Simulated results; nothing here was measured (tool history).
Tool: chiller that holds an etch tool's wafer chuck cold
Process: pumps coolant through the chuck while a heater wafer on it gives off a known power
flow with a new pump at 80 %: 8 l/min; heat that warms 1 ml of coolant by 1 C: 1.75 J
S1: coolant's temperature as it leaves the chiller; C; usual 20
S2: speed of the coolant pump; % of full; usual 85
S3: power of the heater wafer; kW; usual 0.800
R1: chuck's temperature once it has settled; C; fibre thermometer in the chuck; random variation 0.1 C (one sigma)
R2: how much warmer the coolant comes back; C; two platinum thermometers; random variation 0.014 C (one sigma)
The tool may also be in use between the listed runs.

| run | hour | S1 | S2 | S3 | R1 | R2 |
|---|---|---|---|---|---|---|
| 1 | 0.0 | 20 | 85 | 0.800 | 26.6 | 3.18 |
| 2 | 118.8 | 20 | 85 | 0.800 | 26.7 | 3.22 |
| 3 | 190.7 | 20 | 85 | 0.800 | 26.7 | 3.24 |
| 4 | 242.9 | 20 | 93 | 0.800 | 26.1 | 2.92 |
| 5 | 358.1 | 20 | 85 | 0.451 | 23.9 | 1.84 |
| 6 | 447.7 | 25 | 85 | 0.451 | 29.2 | 1.86 |
| 7 | 500.5 | 20 | 82 | 0.800 | 27.2 | 3.38 |
| 8 | 614.9 | 17 | 85 | 0.800 | 24.0 | 3.28 |
| 9 | 667.7 | 17 | 85 | 0.800 | 23.9 | 3.28 |
| 10 | 781.7 | 20 | 85 | 0.800 | 27.0 | 3.29 |
| 11 | 873.4 | 20 | 85 | 0.800 | 27.3 | 3.29 |
| 12 | 980.2 | 20 | 91 | 0.800 | 27.0 | 3.05 |
| 13 | 1036.1 | 21 | 91 | 0.800 | 27.8 | 3.05 |
| 14 | 1147.0 | 20 | 85 | 0.800 | 27.5 | 3.28 |
| 15 | 1236.4 | 20 | 85 | 0.800 | 27.4 | 3.31 |
| 16 | 1289.1 | 20 | 85 | 0.800 | 27.5 | 3.31 |
| 17 | 1403.3 | 14 | 85 | 0.800 | 21.6 | 3.32 |
|  | 1413.7 | coolant pump overhauled |
| 18 | 1468.5 | 22 | 62 | 1.180 | 37.5 | 7.16 |
| 19 | 1554.1 | 22 | 62 | 1.180 | 37.7 | 7.13 |
| 20 | 1680.5 | 22 | 62 | 1.180 | 37.9 | 7.22 |
| 21 | 1804.8 | 24 | 78 | 0.512 | 29.9 | 2.44 |
| 22 | 1864.9 | 27 | 85 | 0.511 | 32.2 | 2.22 |
| 23 | 1940.1 | 27 | 62 | 0.800 | 37.9 | 4.91 |
| 24 | 2017.7 | 27 | 62 | 0.800 | 37.9 | 4.91 |
| 25 | 2087.2 | 27 | 62 | 0.800 | 38.1 | 4.91 |
|  | 2158.3 | coolant pump overhauled, once more |
| 26 | 2188.0 | 27 | 62 | 0.800 | 37.4 | 4.54 |
| 27 | 2257.3 | 10 | 69 | 0.475 | 15.9 | 2.39 |
| 28 | 2364.8 | 20 | 86 | 0.800 | 27.8 | 3.18 |
| 29 | 2424.5 | 20 | 86 | 0.800 | 28.0 | 3.18 |
| 30 | 2493.0 | 23 | 85 | 0.485 | 28.3 | 1.97 |
| 31 | 2544.8 | 12 | 85 | 0.584 | 18.0 | 2.35 |
| 32 | 2624.1 | 15 | 78 | 0.812 | 23.9 | 3.62 |
| 33 | 2749.1 | 25 | 88 | 1.192 | 36.6 | 4.67 |

The same runs without the tool's hidden state, with the same run-to-run variation:
The hidden state here: heat passed by the chuck's channels, % of clean ones'; flow at a given pump speed, % of a new pump's; coolant's true temperature over the reading, C; drift of the gauge itself on chuck_c, C; drift of the gauge itself on warmer_back_c, C.
| run | R1 | R2 |
|---|---|---|
| 1 | 26.5 | 3.18 |
| 2 | 26.5 | 3.21 |
| 3 | 26.4 | 3.22 |
| 4 | 25.8 | 2.90 |
| 5 | 23.6 | 1.82 |
| 6 | 28.9 | 1.84 |
| 7 | 26.6 | 3.34 |
| 8 | 23.5 | 3.23 |
| 9 | 23.3 | 3.22 |
| 10 | 26.3 | 3.22 |
| 11 | 26.6 | 3.21 |
| 12 | 26.2 | 2.98 |
| 13 | 26.9 | 2.96 |
| 14 | 26.5 | 3.18 |
| 15 | 26.4 | 3.20 |
| 16 | 26.5 | 3.21 |
| 17 | 20.5 | 3.20 |
| 18 | 35.2 | 6.73 |
| 19 | 35.3 | 6.69 |
| 20 | 35.4 | 6.76 |
| 21 | 28.7 | 2.27 |
| 22 | 31.0 | 2.07 |
| 23 | 35.8 | 4.57 |
| 24 | 35.7 | 4.56 |
| 25 | 35.9 | 4.55 |
| 26 | 35.8 | 4.53 |
| 27 | 14.7 | 2.38 |
| 28 | 26.3 | 3.16 |
| 29 | 26.5 | 3.16 |
| 30 | 27.2 | 1.95 |
| 31 | 16.7 | 2.33 |
| 32 | 22.1 | 3.58 |
| 33 | 34.3 | 4.60 |

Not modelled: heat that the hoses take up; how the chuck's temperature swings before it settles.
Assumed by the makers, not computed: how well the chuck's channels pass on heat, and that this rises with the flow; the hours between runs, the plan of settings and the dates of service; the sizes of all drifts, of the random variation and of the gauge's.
